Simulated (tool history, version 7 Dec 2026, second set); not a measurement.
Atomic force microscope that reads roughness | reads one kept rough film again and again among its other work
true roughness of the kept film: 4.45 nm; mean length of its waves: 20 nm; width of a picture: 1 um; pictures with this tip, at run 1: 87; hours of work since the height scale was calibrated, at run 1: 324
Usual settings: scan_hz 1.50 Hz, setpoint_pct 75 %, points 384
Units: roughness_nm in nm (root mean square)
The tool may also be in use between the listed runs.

run   hour  scan_hz  setpoint_pct  points  pictures with this tip  hours of work since the height scale was calibrated  roughness_nm
  1    0.0     1.50            75     384                      87                                                  324         2.040
  2   12.6     1.50            75     384                     108                                                  331         1.898
  3   21.1     1.50            75     384                     123                                                  336         1.775
  4   37.0     1.50            75     434                     150                                                  344         1.647
  5   48.7     0.82            75     384                     169                                                  351         1.572
  6   59.6     0.82            75     384                     188                                                  357         1.480
  7   66.6     1.50            75     384                     199                                                  360         1.407
      75.7  -- new tip fitted
  8   79.8     1.50            75     384                       7                                                  367         2.790
  9   93.8     0.65            75     384                      30                                                  375         2.542
 10  107.2     0.65            75     384                      53                                                  383         2.270
 11  117.3     1.50            75     384                      70                                                  388         2.103
 12  132.2     1.50            75     574                      95                                                  396         1.901
 13  148.7     1.50            75     574                     123                                                  405         1.736
 14  165.6     0.50            75     574                     151                                                  414         1.627
 15  180.5     1.50            75     384                     176                                                  423         1.448
 16  189.3     1.50            75     384                     191                                                  428         1.387
 17  200.4     1.50            75     384                     210                                                  434         1.324
     203.3  -- new tip fitted
 18  217.8     1.50            75     384                      24                                                  443         2.538
 19  233.7     0.57            87     384                      51                                                  452         2.282
 20  243.5     1.50            65     384                      67                                                  457         2.151
 21  253.2     1.50            65     418                      84                                                  462         2.031
 22  263.5     1.50            65     418                     101                                                  468         1.912
 23  279.8     1.50            65     418                     129                                                  477         1.722
 24  295.9     1.50            65     418                     156                                                  486         1.603
 25  310.1     0.99            75     501                     180                                                  494         1.482
 26  324.5     1.15            58     384                     204                                                  501         1.407
     330.7  -- new tip fitted
 27  335.3     1.15            65     389                       7                                                  507         2.870
 28  350.3     2.80            70     389                      33                                                  515         2.423
 29  358.1     1.50            57    1004                      46                                                  520         2.403
 30  368.8     1.50            57    1004                      64                                                  525         2.233
 31  383.7     0.62            84    1004                      89                                                  534         2.018
 32  400.3     0.62            84    1004                     117                                                  543         1.816
 33  408.7     0.62            84    1004                     131                                                  547         1.733
 34  420.3     0.86            67     384                     150                                                  554         1.629
 35  431.5     3.99            75     982                     169                                                  560         1.439

Forecast each of these 3 alternatives for the next run:
  A  441.6     2.95            76     384                     186                                                  565             ?
  B  441.6     2.30            75     982                     186                                                  565             ?
  C  441.6     1.50            69     328                     186                                                  565             ?

run  roughness_nm
  A         1.368
  B         1.418
  C         1.418
Without the tool's hidden state the same runs would have given:
run  roughness_nm
  A         2.816
  B         2.914
  C         2.919
